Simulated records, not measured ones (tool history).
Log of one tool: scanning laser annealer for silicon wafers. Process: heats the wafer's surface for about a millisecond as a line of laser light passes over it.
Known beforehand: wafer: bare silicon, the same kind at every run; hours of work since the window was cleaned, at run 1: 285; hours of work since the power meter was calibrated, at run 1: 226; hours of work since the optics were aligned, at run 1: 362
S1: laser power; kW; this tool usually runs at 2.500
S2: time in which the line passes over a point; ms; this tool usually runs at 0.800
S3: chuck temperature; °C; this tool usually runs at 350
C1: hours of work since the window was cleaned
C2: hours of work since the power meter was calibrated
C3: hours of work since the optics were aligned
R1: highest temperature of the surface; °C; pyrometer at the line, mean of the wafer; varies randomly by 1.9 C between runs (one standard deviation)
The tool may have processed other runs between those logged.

run  hour     S1     S2   S3   C1   C2   C3    R1
  1   0.0  2.500  0.800  350  285  226  362  1148
  2   6.5  2.500  0.800  350  289  230  366  1148
  3  11.3  2.500  0.800  350  292  233  369  1150
  4  19.7  2.500  0.800  350  297  238  374  1150
  5  25.9  2.500  0.800  350  301  242  378  1146
  6  31.5  2.500  0.736  350  305  245  381  1112
  7  38.3  2.500  0.736  350  309  249  385  1112
  8  48.7  2.160  0.799  377  315  255  392  1037
  9  54.4  2.413  0.847  350  318  259  395  1133
 10  61.5  2.198  0.995  354  323  263  399  1119
 11  69.6  2.500  0.800  334  328  268  404  1135
 12  75.3  2.500  0.800  334  331  272  408  1128

Predict each of these 4 candidate next runs independently; none follows another, all start after run 12:
  A  80.9  2.288  0.574  364  335  275  411   ?
  B  80.9  2.288  0.800  350  335  275  411   ?
  C  80.9  2.500  0.573  334  335  275  411   ?
  D  80.9  2.565  0.612  327  335  275  411   ?

run    R1
  A   953
  B  1059
  C   995
  D  1031
With the hidden condition removed and each run's random variation left untouched, the same runs would have given:
run    R1
  A   954
  B  1061
  C   997
  D  1033
